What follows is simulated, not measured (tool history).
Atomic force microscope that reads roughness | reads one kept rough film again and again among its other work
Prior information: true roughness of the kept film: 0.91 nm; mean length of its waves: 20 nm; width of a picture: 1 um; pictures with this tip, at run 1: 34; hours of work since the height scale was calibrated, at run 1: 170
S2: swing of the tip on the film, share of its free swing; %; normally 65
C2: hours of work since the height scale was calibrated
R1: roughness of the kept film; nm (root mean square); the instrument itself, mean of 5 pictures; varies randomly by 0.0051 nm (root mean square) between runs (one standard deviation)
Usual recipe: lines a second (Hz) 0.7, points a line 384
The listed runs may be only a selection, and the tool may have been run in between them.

{"run": 1, "hour": 0.0, "lines a second (Hz)": 0.7, "S2": 65, "points a line": 384, "pictures with this tip": 34, "C2": 170, "R1": 0.807}
{"run": 2, "hour": 15.8, "lines a second (Hz)": 0.7, "S2": 65, "points a line": 384, "pictures with this tip": 63, "C2": 179, "R1": 0.801}
{"run": 3, "hour": 36.4, "lines a second (Hz)": 0.7, "S2": 77, "points a line": 384, "pictures with this tip": 101, "C2": 192, "R1": 0.782}
{"run": 4, "hour": 61.4, "lines a second (Hz)": 0.72, "S2": 65, "points a line": 384, "pictures with this tip": 147, "C2": 207, "R1": 0.799}
{"run": 5, "hour": 87.7, "lines a second (Hz)": 0.72, "S2": 65, "points a line": 384, "pictures with this tip": 195, "C2": 223, "R1": 0.807}
{"run": 6, "hour": 109.5, "lines a second (Hz)": 0.72, "S2": 65, "points a line": 384, "pictures with this tip": 235, "C2": 236, "R1": 0.799}
{"hour": 124.9, "done": "new tip fitted"}
{"run": 7, "hour": 129.0, "lines a second (Hz)": 0.72, "S2": 65, "points a line": 384, "pictures with this tip": 7, "C2": 248, "R1": 0.798}
{"run": 8, "hour": 154.3, "lines a second (Hz)": 0.837, "S2": 65, "points a line": 384, "pictures with this tip": 54, "C2": 263, "R1": 0.81}
{"run": 9, "hour": 171.3, "lines a second (Hz)": 0.837, "S2": 65, "points a line": 384, "pictures with this tip": 85, "C2": 274, "R1": 0.816}
{"run": 10, "hour": 187.5, "lines a second (Hz)": 0.7, "S2": 65, "points a line": 384, "pictures with this tip": 114, "C2": 284, "R1": 0.8}
{"run": 11, "hour": 200.9, "lines a second (Hz)": 0.7, "S2": 65, "points a line": 384, "pictures with this tip": 139, "C2": 292, "R1": 0.801}
{"run": 12, "hour": 216.0, "lines a second (Hz)": 0.7, "S2": 65, "points a line": 384, "pictures with this tip": 167, "C2": 301, "R1": 0.81}
{"run": 13, "hour": 239.1, "lines a second (Hz)": 0.7, "S2": 65, "points a line": 384, "pictures with this tip": 209, "C2": 315, "R1": 0.805}
{"run": 14, "hour": 263.6, "lines a second (Hz)": 0.7, "S2": 65, "points a line": 384, "pictures with this tip": 254, "C2": 330, "R1": 0.805}
{"hour": 270.8, "done": "new tip fitted"}
{"run": 15, "hour": 281.6, "lines a second (Hz)": 0.7, "S2": 65, "points a line": 384, "pictures with this tip": 20, "C2": 341, "R1": 0.804}
{"run": 16, "hour": 298.0, "lines a second (Hz)": 0.7, "S2": 65, "points a line": 886, "pictures with this tip": 50, "C2": 351, "R1": 0.81}
{"run": 17, "hour": 318.7, "lines a second (Hz)": 3.965, "S2": 65, "points a line": 384, "pictures with this tip": 88, "C2": 364, "R1": 0.749}
{"run": 18, "hour": 335.5, "lines a second (Hz)": 1.346, "S2": 82, "points a line": 384, "pictures with this tip": 118, "C2": 374, "R1": 0.745}
{"run": 19, "hour": 362.4, "lines a second (Hz)": 0.837, "S2": 62, "points a line": 261, "pictures with this tip": 168, "C2": 390, "R1": 0.799}
{"run": 20, "hour": 376.5, "lines a second (Hz)": 0.915, "S2": 65, "points a line": 384, "pictures with this tip": 193, "C2": 399, "R1": 0.803}
{"run": 21, "hour": 397.9, "lines a second (Hz)": 0.915, "S2": 65, "points a line": 384, "pictures with this tip": 233, "C2": 412, "R1": 0.795}
{"hour": 414.8, "done": "new tip fitted"}
{"run": 22, "hour": 419.6, "lines a second (Hz)": 0.915, "S2": 65, "points a line": 384, "pictures with this tip": 9, "C2": 425, "R1": 0.794}
{"run": 23, "hour": 441.0, "lines a second (Hz)": 1.65, "S2": 61, "points a line": 407, "pictures with this tip": 48, "C2": 438, "R1": 0.79}
{"run": 24, "hour": 455.4, "lines a second (Hz)": 0.7, "S2": 88, "points a line": 383, "pictures with this tip": 75, "C2": 447, "R1": 0.776}
{"run": 25, "hour": 478.3, "lines a second (Hz)": 0.7, "S2": 88, "points a line": 383, "pictures with this tip": 117, "C2": 461, "R1": 0.774}
{"run": 26, "hour": 493.1, "lines a second (Hz)": 0.7, "S2": 88, "points a line": 383, "pictures with this tip": 144, "C2": 470, "R1": 0.77}
{"run": 27, "hour": 515.6, "lines a second (Hz)": 0.735, "S2": 73, "points a line": 384, "pictures with this tip": 185, "C2": 484, "R1": 0.794}
{"run": 28, "hour": 527.2, "lines a second (Hz)": 2.463, "S2": 65, "points a line": 269, "pictures with this tip": 206, "C2": 491, "R1": 0.754}
{"run": 29, "hour": 552.7, "lines a second (Hz)": 3.224, "S2": 68, "points a line": 635, "pictures with this tip": 253, "C2": 506, "R1": 0.747}
{"hour": 559.3, "done": "new tip fitted"}
{"run": 30, "hour": 580.3, "lines a second (Hz)": 0.7, "S2": 68, "points a line": 384, "pictures with this tip": 38, "C2": 523, "R1": 0.815}
{"run": 31, "hour": 606.4, "lines a second (Hz)": 1.651, "S2": 75, "points a line": 749, "pictures with this tip": 86, "C2": 539, "R1": 0.773}
{"run": 32, "hour": 630.1, "lines a second (Hz)": 1.651, "S2": 75, "points a line": 749, "pictures with this tip": 129, "C2": 553, "R1": 0.765}
{"run": 33, "hour": 648.8, "lines a second (Hz)": 1.651, "S2": 75, "points a line": 341, "pictures with this tip": 164, "C2": 565, "R1": 0.762}
{"run": 34, "hour": 662.3, "lines a second (Hz)": 0.928, "S2": 64, "points a line": 384, "pictures with this tip": 188, "C2": 573, "R1": 0.798}

Predict each of these 5 candidate next runs independently; none follows another, all start after run 34:
{"run": "A", "hour": 685.3, "lines a second (Hz)": 2.398, "S2": 65, "points a line": 384, "pictures with this tip": 230, "C2": 587, "R1": "?"}
{"run": "B", "hour": 685.3, "lines a second (Hz)": 1.63, "S2": 65, "points a line": 384, "pictures with this tip": 230, "C2": 587, "R1": "?"}
{"run": "C", "hour": 685.3, "lines a second (Hz)": 0.557, "S2": 56, "points a line": 280, "pictures with this tip": 230, "C2": 587, "R1": "?"}
{"run": "D", "hour": 685.3, "lines a second (Hz)": 0.928, "S2": 75, "points a line": 649, "pictures with this tip": 230, "C2": 587, "R1": "?"}
{"run": "E", "hour": 685.3, "lines a second (Hz)": 0.7, "S2": 65, "points a line": 412, "pictures with this tip": 230, "C2": 587, "R1": "?"}

run=A R1=0.771
run=B R1=0.771
run=C R1=0.798
run=D R1=0.793
run=E R1=0.804
Take away the tool's hidden state, keep each run's random variation, and the runs would have read:
run=A R1=0.775
run=B R1=0.775
run=C R1=0.802
run=D R1=0.797
run=E R1=0.808
